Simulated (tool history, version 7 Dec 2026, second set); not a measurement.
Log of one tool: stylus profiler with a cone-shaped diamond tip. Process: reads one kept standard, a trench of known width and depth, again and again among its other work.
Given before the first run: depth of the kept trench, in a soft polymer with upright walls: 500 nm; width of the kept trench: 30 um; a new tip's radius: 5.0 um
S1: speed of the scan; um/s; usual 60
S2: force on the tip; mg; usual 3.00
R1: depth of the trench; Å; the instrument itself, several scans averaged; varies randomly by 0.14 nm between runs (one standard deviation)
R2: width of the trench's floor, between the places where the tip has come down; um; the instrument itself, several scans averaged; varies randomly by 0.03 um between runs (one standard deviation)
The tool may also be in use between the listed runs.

run,day,S1,S2,R1,R2
1,0.000,60,3.00,5075.5,23.73
2,2.808,60,3.00,5072.4,23.69
3,6.062,60,3.00,5071.4,23.68
4,9.550,37,3.00,5072.1,23.69
5,11.146,37,3.00,5070.7,23.63
# day 12.283: height scale calibrated on a step standard
6,12.979,37,3.00,5065.6,23.64
7,16.546,37,6.03,5121.9,23.67
8,19.175,17,3.00,5064.0,23.67
9,21.258,17,3.00,5063.6,23.64
10,23.950,37,2.51,5053.3,23.48
11,26.000,55,2.72,5057.3,23.31
12,28.138,55,2.72,5055.6,23.31
13,31.204,50,2.72,5055.7,23.26
# day 31.496: height scale calibrated on a step standard, once more
14,34.412,17,3.22,5100.0,23.38
15,37.858,60,1.12,5045.4,22.97
16,39.829,19,4.23,5119.6,23.36
17,41.408,126,1.80,5065.8,22.50

Consider 4 possible next runs. They are alternatives, not a sequence: every one starts from the tool as it was left by run 17. What does each give?
A,44.408,126,1.87,?,?
B,44.408,86,2.34,?,?
C,44.408,154,1.04,?,?
D,44.408,211,4.17,?,?

run,R1,R2
A,5068.5,22.45
B,5078.1,22.84
C,5044.7,21.95
D,5115.7,22.35
What these runs would have given with no unlogged condition in the tool:
run,R1,R2
A,5072.9,24.75
B,5082.5,25.14
C,5049.1,24.24
D,5120.1,24.64

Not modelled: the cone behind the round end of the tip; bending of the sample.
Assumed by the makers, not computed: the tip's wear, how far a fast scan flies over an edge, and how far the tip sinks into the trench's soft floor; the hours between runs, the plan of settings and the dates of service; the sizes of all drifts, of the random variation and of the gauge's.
